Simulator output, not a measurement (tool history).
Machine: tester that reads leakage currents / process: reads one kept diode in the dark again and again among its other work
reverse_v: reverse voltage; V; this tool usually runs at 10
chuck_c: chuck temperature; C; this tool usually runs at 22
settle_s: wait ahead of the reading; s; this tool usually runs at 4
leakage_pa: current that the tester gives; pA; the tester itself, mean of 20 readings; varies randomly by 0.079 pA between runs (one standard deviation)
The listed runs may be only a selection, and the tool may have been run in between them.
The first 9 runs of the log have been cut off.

{"run": 10, "hour": 267.2, "reverse_v": 3.5, "chuck_c": 22, "settle_s": 4, "leakage_pa": 11.19}
{"run": 11, "hour": 299.9, "reverse_v": 10, "chuck_c": 22, "settle_s": 4, "leakage_pa": 20.58}
{"run": 12, "hour": 343.4, "reverse_v": 7.4, "chuck_c": 22, "settle_s": 4, "leakage_pa": 17.24}
{"run": 13, "hour": 390.0, "reverse_v": 10, "chuck_c": 22, "settle_s": 2.15, "leakage_pa": 20.95}
{"run": 14, "hour": 415.3, "reverse_v": 5.4, "chuck_c": 22, "settle_s": 4, "leakage_pa": 14.32}
{"run": 15, "hour": 462.3, "reverse_v": 5.4, "chuck_c": 22, "settle_s": 4, "leakage_pa": 14.27}
{"run": 16, "hour": 496.6, "reverse_v": 5.4, "chuck_c": 22, "settle_s": 4, "leakage_pa": 14.34}
{"run": 17, "hour": 526.4, "reverse_v": 5.4, "chuck_c": 22, "settle_s": 4, "leakage_pa": 14.37}
{"run": 18, "hour": 576.0, "reverse_v": 1.4, "chuck_c": 49, "settle_s": 6.52, "leakage_pa": 43.59}
{"run": 19, "hour": 600.2, "reverse_v": 12.5, "chuck_c": 48, "settle_s": 0.87, "leakage_pa": 145.92}
{"run": 20, "hour": 628.9, "reverse_v": 3.9, "chuck_c": 22, "settle_s": 1.03, "leakage_pa": 12.34}
{"run": 21, "hour": 672.3, "reverse_v": 3, "chuck_c": 39, "settle_s": 3.36, "leakage_pa": 35.04}
{"run": 22, "hour": 708.3, "reverse_v": 3, "chuck_c": 39, "settle_s": 3.36, "leakage_pa": 34.71}
{"run": 23, "hour": 732.1, "reverse_v": 3, "chuck_c": 34, "settle_s": 4.43, "leakage_pa": 24.54}
{"run": 24, "hour": 780.2, "reverse_v": 1.8, "chuck_c": 26, "settle_s": 0.54, "leakage_pa": 10.76}
{"hour": 809.2, "done": "chuck's temperature calibrated"}
{"run": 25, "hour": 814.4, "reverse_v": 5.8, "chuck_c": 26, "settle_s": 8.99, "leakage_pa": 19.96}
{"run": 26, "hour": 852.3, "reverse_v": 8.5, "chuck_c": 25, "settle_s": 8.99, "leakage_pa": 23.23}
{"run": 27, "hour": 900.6, "reverse_v": 2.9, "chuck_c": 25, "settle_s": 0.48, "leakage_pa": 13.42}

The next listed run, before its measurement:
{"run": 28, "hour": 943.7, "reverse_v": 7.6, "chuck_c": 25, "settle_s": 0.33, "leakage_pa": "?"}

leakage_pa: 25.59 pA
Without the tool's hidden state the same run would have given leakage_pa 25.58 pA.
